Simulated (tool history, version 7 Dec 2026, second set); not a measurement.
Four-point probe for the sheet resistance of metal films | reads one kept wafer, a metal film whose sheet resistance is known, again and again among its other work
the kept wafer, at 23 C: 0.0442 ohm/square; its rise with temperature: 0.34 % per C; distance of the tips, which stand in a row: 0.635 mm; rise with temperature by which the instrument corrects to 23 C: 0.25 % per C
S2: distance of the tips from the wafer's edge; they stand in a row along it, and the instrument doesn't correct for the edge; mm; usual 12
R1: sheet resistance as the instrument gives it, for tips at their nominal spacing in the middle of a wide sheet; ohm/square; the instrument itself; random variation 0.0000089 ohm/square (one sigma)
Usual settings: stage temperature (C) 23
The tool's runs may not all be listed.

{"run": 1, "day": 0.0, "stage temperature (C)": 23, "S2": 12, "R1": 0.044436}
{"run": 2, "day": 1.233, "stage temperature (C)": 23, "S2": 12, "R1": 0.044425}
{"run": 3, "day": 2.125, "stage temperature (C)": 34, "S2": 12, "R1": 0.044858}
{"run": 4, "day": 3.708, "stage temperature (C)": 23, "S2": 12, "R1": 0.044437}
{"run": 5, "day": 4.696, "stage temperature (C)": 23, "S2": 12, "R1": 0.044426}
{"run": 6, "day": 6.529, "stage temperature (C)": 23, "S2": 12, "R1": 0.044416}
{"run": 7, "day": 7.967, "stage temperature (C)": 23, "S2": 12, "R1": 0.044448}
{"run": 8, "day": 9.229, "stage temperature (C)": 27, "S2": 12, "R1": 0.044617}
{"run": 9, "day": 11.104, "stage temperature (C)": 27, "S2": 12, "R1": 0.044628}
{"run": 10, "day": 12.496, "stage temperature (C)": 23, "S2": 57, "R1": 0.044399}
{"run": 11, "day": 13.567, "stage temperature (C)": 31, "S2": 12, "R1": 0.044781}
{"run": 12, "day": 14.362, "stage temperature (C)": 31, "S2": 12, "R1": 0.044795}
{"run": 13, "day": 15.6, "stage temperature (C)": 23, "S2": 12, "R1": 0.044471}
{"run": 14, "day": 17.15, "stage temperature (C)": 23, "S2": 12, "R1": 0.044486}
{"run": 15, "day": 18.442, "stage temperature (C)": 23, "S2": 12, "R1": 0.044486}
{"run": 16, "day": 20.112, "stage temperature (C)": 23, "S2": 12, "R1": 0.044479}
{"run": 17, "day": 21.275, "stage temperature (C)": 23, "S2": 12, "R1": 0.044494}
{"run": 18, "day": 22.888, "stage temperature (C)": 23, "S2": 37, "R1": 0.044432}
{"run": 19, "day": 24.338, "stage temperature (C)": 23, "S2": 37, "R1": 0.044451}
{"run": 20, "day": 25.679, "stage temperature (C)": 23, "S2": 37, "R1": 0.044457}
{"run": 21, "day": 26.654, "stage temperature (C)": 23, "S2": 12, "R1": 0.044512}
{"run": 22, "day": 27.533, "stage temperature (C)": 23, "S2": 12, "R1": 0.044513}
{"run": 23, "day": 29.362, "stage temperature (C)": 24, "S2": 62, "R1": 0.0445}
{"run": 24, "day": 31.25, "stage temperature (C)": 24, "S2": 62, "R1": 0.044504}
{"run": 25, "day": 32.288, "stage temperature (C)": 24, "S2": 5, "R1": 0.044888}
{"run": 26, "day": 33.683, "stage temperature (C)": 23, "S2": 35, "R1": 0.044462}
{"run": 27, "day": 35.446, "stage temperature (C)": 20, "S2": 40, "R1": 0.044352}
{"run": 28, "day": 36.279, "stage temperature (C)": 35, "S2": 10, "R1": 0.045054}
{"run": 29, "day": 38.2, "stage temperature (C)": 24, "S2": 6, "R1": 0.044793}
{"run": 30, "day": 39.521, "stage temperature (C)": 24, "S2": 6, "R1": 0.044781}
{"run": 31, "day": 40.4, "stage temperature (C)": 25, "S2": 6, "R1": 0.044835}
{"run": 32, "day": 41.196, "stage temperature (C)": 21, "S2": 12, "R1": 0.044462}
{"run": 33, "day": 42.417, "stage temperature (C)": 25, "S2": 10, "R1": 0.044666}
{"run": 34, "day": 44.275, "stage temperature (C)": 29, "S2": 26, "R1": 0.044753}
{"run": 35, "day": 45.946, "stage temperature (C)": 25, "S2": 7, "R1": 0.044769}
{"run": 36, "day": 47.217, "stage temperature (C)": 27, "S2": 16, "R1": 0.044705}
{"run": 37, "day": 48.429, "stage temperature (C)": 27, "S2": 16, "R1": 0.044718}
{"run": 38, "day": 50.012, "stage temperature (C)": 19, "S2": 12, "R1": 0.044417}
{"run": 39, "day": 51.796, "stage temperature (C)": 30, "S2": 61, "R1": 0.044815}
{"run": 40, "day": 52.808, "stage temperature (C)": 23, "S2": 49, "R1": 0.044527}
{"run": 41, "day": 54.475, "stage temperature (C)": 33, "S2": 6, "R1": 0.045184}
{"run": 42, "day": 56.192, "stage temperature (C)": 33, "S2": 6, "R1": 0.045205}
{"run": 43, "day": 58.054, "stage temperature (C)": 23, "S2": 18, "R1": 0.044564}
{"run": 44, "day": 59.1, "stage temperature (C)": 30, "S2": 19, "R1": 0.044852}

Some steps in R1 between neighbouring runs. How much of each would the tool show without its hidden state too (settings, what came in, random variation), and how much is left for the hidden state, with any gauge scatter that isn't in both results?
The hidden state here: inner tips' distance over the nominal, %; tips' flats over new ones', %; wafer's true temperature over the reading, C; drift of the gauge itself on sheet_ohm, %.
Run 5 -> 6: no setting changed, nothing entered. R1 -0.00001 ohm/square: hidden state +0.000006, all else -0.000016.
Run 27 -> 28: stage temperature (C) 20 -> 35, S2 40 -> 10. R1 +0.000702 ohm/square: hidden state +0.000006, all else +0.000696.
Run 38 -> 39: stage temperature (C) 19 -> 30, S2 12 -> 61. R1 +0.000398 ohm/square: hidden state +0.000008, all else +0.00039.
Run 40 -> 41: stage temperature (C) 23 -> 33, S2 49 -> 6. R1 +0.000657 ohm/square: hidden state +0.000009, all else +0.000648.
Run 42 -> 43: stage temperature (C) 33 -> 23, S2 6 -> 18. R1 -0.000641 ohm/square: hidden state +0.000002, all else -0.000643.
